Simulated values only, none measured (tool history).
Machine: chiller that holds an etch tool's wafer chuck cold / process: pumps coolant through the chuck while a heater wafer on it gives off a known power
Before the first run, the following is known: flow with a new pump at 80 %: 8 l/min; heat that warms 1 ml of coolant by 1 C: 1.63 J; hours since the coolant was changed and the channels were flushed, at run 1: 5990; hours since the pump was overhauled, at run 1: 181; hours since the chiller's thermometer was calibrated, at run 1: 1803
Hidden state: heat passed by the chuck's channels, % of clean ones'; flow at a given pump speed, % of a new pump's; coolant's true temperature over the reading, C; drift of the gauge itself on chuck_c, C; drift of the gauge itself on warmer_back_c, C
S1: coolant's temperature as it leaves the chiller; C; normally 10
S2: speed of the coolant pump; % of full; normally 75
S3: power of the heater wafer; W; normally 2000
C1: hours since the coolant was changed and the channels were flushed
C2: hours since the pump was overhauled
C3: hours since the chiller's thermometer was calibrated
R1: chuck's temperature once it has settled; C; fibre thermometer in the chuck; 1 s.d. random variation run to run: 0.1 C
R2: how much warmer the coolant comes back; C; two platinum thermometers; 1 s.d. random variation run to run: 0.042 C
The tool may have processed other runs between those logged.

Run 1, hour 0.0: usual settings; C1 5990; C2 181; C3 1803. Result: R1 31.3 C, R2 9.94 C.
At hour 19.0: coolant changed, channels flushed.
Run 2, hour 127.9: usual settings; C1 109; C2 303; C3 1925. Result: R1 28.8 C, R2 9.88 C.
Run 3, hour 230.5: usual settings but S2 67 % of full; C1 211; C2 406; C3 2027. Result: R1 30.9 C, R2 11.21 C.
Run 4, hour 310.1: usual settings but S2 67 % of full; C1 291; C2 485; C3 2107. Result: R1 31.0 C, R2 11.24 C.
Run 5, hour 443.3: usual settings but S2 67 % of full; C1 424; C2 619; C3 2240. Result: R1 31.0 C, R2 11.14 C.
Run 6, hour 533.2: usual settings but S2 67 % of full; C1 514; C2 708; C3 2330. Result: R1 31.2 C, R2 11.17 C.
Run 7, hour 600.1: usual settings; C1 581; C2 775; C3 2397. Result: R1 29.2 C, R2 10.05 C.
Run 8, hour 709.2: usual settings but S2 93 % of full; C1 690; C2 884; C3 2506. Result: R1 25.5 C, R2 8.13 C.
Run 9, hour 770.9: usual settings but S2 93 % of full, S3 1109 W; C1 752; C2 946; C3 2568. Result: R1 19.1 C, R2 4.51 C.
Run 10, hour 846.1: usual settings but S1 20 C, S2 93 % of full, S3 1109 W; C1 827; C2 1021; C3 2643. Result: R1 29.0 C, R2 4.47 C.
Run 11, hour 943.3: usual settings but S1 20 C, S2 93 % of full, S3 1109 W; C1 924; C2 1119; C3 2740. Result: R1 28.9 C, R2 4.43 C.
Run 12, hour 1076.2: usual settings but S1 20 C, S2 93 % of full, S3 1109 W; C1 1057; C2 1251; C3 2873. Result: R1 29.2 C, R2 4.46 C.
Run 13, hour 1175.9: usual settings; C1 1157; C2 1351; C3 2973. Result: R1 29.7 C, R2 10.16 C.
Run 14, hour 1280.8: usual settings but S1 16 C; C1 1262; C2 1456; C3 3078. Result: R1 35.7 C, R2 10.10 C.
Run 15, hour 1388.6: usual settings but S1 16 C; C1 1370; C2 1564; C3 3185. Result: R1 36.0 C, R2 10.14 C.
At hour 1401.2: chiller's thermometer calibrated.
Run 16, hour 1487.9: usual settings but S1 16 C; C1 1468; C2 1662; C3 87. Result: R1 36.2 C, R2 10.23 C.
Run 17, hour 1567.3: usual settings but S1 12 C, S2 70 % of full, S3 2530 W; C1 1547; C2 1742; C3 166. Result: R1 39.1 C, R2 13.88 C.
Run 18, hour 1686.4: usual settings but S1 12 C, S2 70 % of full, S3 2530 W; C1 1666; C2 1861; C3 285. Result: R1 39.2 C, R2 13.90 C.
Run 19, hour 1754.5: usual settings but S1 18 C, S3 1727 W; C1 1734; C2 1929; C3 353. Result: R1 35.6 C, R2 8.85 C.
Run 20, hour 1851.7: usual settings but S1 20 C, S2 70 % of full, S3 2334 W; C1 1832; C2 2026; C3 451. Result: R1 45.3 C, R2 12.85 C.
At hour 1896.7: chiller's thermometer calibrated, once more.
Run 21, hour 1935.7: usual settings but S1 20 C, S2 70 % of full, S3 2334 W; C1 1915; C2 2109; C3 39. Result: R1 44.8 C, R2 12.89 C.
Run 22, hour 2022.6: usual settings but S1 20 C, S2 70 % of full, S3 2334 W; C1 2002; C2 2196; C3 126. Result: R1 45.2 C, R2 12.95 C.
Run 23, hour 2106.3: usual settings but S1 20 C, S2 63 % of full, S3 2334 W; C1 2085; C2 2280; C3 210. Result: R1 47.6 C, R2 14.34 C.
Run 24, hour 2185.1: usual settings but S2 87 % of full; C1 2164; C2 2358; C3 288. Result: R1 27.7 C, R2 8.94 C.
Run 25, hour 2310.4: usual settings but S1 3 C, S2 62 % of full, S3 2334 W; C1 2289; C2 2484; C3 414. Result: R1 31.2 C, R2 14.74 C.
Run 26, hour 2417.5: usual settings but S1 3 C, S2 62 % of full, S3 2334 W; C1 2396; C2 2591; C3 521. Result: R1 31.4 C, R2 14.74 C.
Run 27, hour 2483.0: usual settings but S1 3 C, S2 61 % of full, S3 1218 W; C1 2462; C2 2656; C3 586. Result: R1 18.0 C, R2 7.84 C.
Run 28, hour 2557.9: usual settings but S1 18 C, S2 82 % of full, S3 2339 W; C1 2537; C2 2731; C3 661. Result: R1 40.2 C, R2 11.07 C.
Run 29, hour 2675.4: usual settings but S1 18 C, S2 82 % of full, S3 2339 W; C1 2654; C2 2849; C3 779. Result: R1 40.5 C, R2 11.17 C.
Run 30, hour 2783.8: usual settings but S1 9 C, S2 86 % of full, S3 1604 W; C1 2763; C2 2957; C3 887. Result: R1 23.7 C, R2 7.30 C.
Run 31, hour 2854.0: usual settings but S1 17 C; C1 2833; C2 3027; C3 957. Result: R1 37.7 C, R2 10.51 C.

Forecast each of these 5 alternatives for the next run:
Run A, hour 2951.7: usual settings but S1 11 C, S2 90 % of full, S3 1857 W; C1 2931; C2 3125; C3 1055. Result: R1 ?, R2 ?.
Run B, hour 2951.7: usual settings but S1 16 C, S2 87 % of full, S3 2651 W; C1 2931; C2 3125; C3 1055. Result: R1 ?, R2 ?.
Run C, hour 2951.7: usual settings but S3 1517 W; C1 2931; C2 3125; C3 1055. Result: R1 ?, R2 ?.
Run D, hour 2951.7: usual settings but S1 17 C; C1 2931; C2 3125; C3 1055. Result: R1 ?, R2 ?.
Run E, hour 2951.7: usual settings but S1 1 C, S2 72 % of full, S3 1094 W; C1 2931; C2 3125; C3 1055. Result: R1 ?, R2 ?.

run    R1     R2
  A  27.6   8.11
  B  40.3  11.95
  C  26.0   7.97
  D  37.8  10.49
  E  13.1   5.96
Without the tool's hidden state the same runs would have given:
run    R1     R2
  A  25.6   7.57
  B  37.4  11.16
  C  24.0   7.45
  D  35.3   9.80
  E  11.7   5.57

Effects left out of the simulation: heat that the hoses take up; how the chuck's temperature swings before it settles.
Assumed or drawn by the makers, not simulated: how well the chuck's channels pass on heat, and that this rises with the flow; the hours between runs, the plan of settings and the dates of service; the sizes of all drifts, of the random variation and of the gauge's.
